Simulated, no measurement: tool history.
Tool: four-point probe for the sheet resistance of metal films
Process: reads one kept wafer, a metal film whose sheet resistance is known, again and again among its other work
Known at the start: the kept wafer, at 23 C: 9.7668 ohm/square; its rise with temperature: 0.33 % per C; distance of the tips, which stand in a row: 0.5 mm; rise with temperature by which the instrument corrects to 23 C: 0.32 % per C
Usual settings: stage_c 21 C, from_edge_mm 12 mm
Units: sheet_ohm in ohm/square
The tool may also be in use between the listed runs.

run	hour	stage_c	from_edge_mm	sheet_ohm
1	0	21	12	9.665109
2	138.2	21	12	9.65953
3	228.1	20	12	9.655722
# hour 255.1: stage's thermometer calibrated
4	326.9	20	12	9.665241
5	400.4	30	12	9.665178
6	515.4	30	12	9.661393
7	637.6	26	12	9.663585
8	759.2	26	6	9.682953
9	852.1	23	12	9.6543
10	995.5	32	12	9.654037
11	1142.1	32	12	9.653814
12	1237.2	32	12	9.648197
13	1329.3	21	12	9.6408
14	1439.4	21	12	9.639106
15	1573.3	21	12	9.637853
16	1655.4	21	12	9.633899
17	1734.8	21	12	9.631627
18	1817.9	21	12	9.629922
19	1902.6	21	12	9.630183
20	2030.1	21	12	9.624886
# hour 2087.3: new probe head fitted
21	2134.9	33	57	9.759745
22	2271.1	33	57	9.759611
23	2343.3	21	21	9.755319
24	2453.9	32	21	9.756655
25	2581	31	7	9.777672
26	2727.4	20	38	9.745536
27	2853.2	20	38	9.742341
28	2922.8	22	20	9.739545
29	2988.4	28	10	9.756768
30	3113.1	21	4	9.816062
# hour 3222.9: stage's thermometer calibrated
31	3242.5	21	4	9.819134
32	3356.7	21	4	9.821309
33	3499.2	28	62	9.7417
34	3638.8	28	62	9.738113
35	3699.4	26	3	9.87836
36	3837.2	22	11	9.737606

Run 37 comes next. What will it give?
37	3930	26	7	?

sheet_ohm: 9.755653 ohm/square
Without the tool's hidden state the same run would have given sheet_ohm 9.794048 ohm/square.
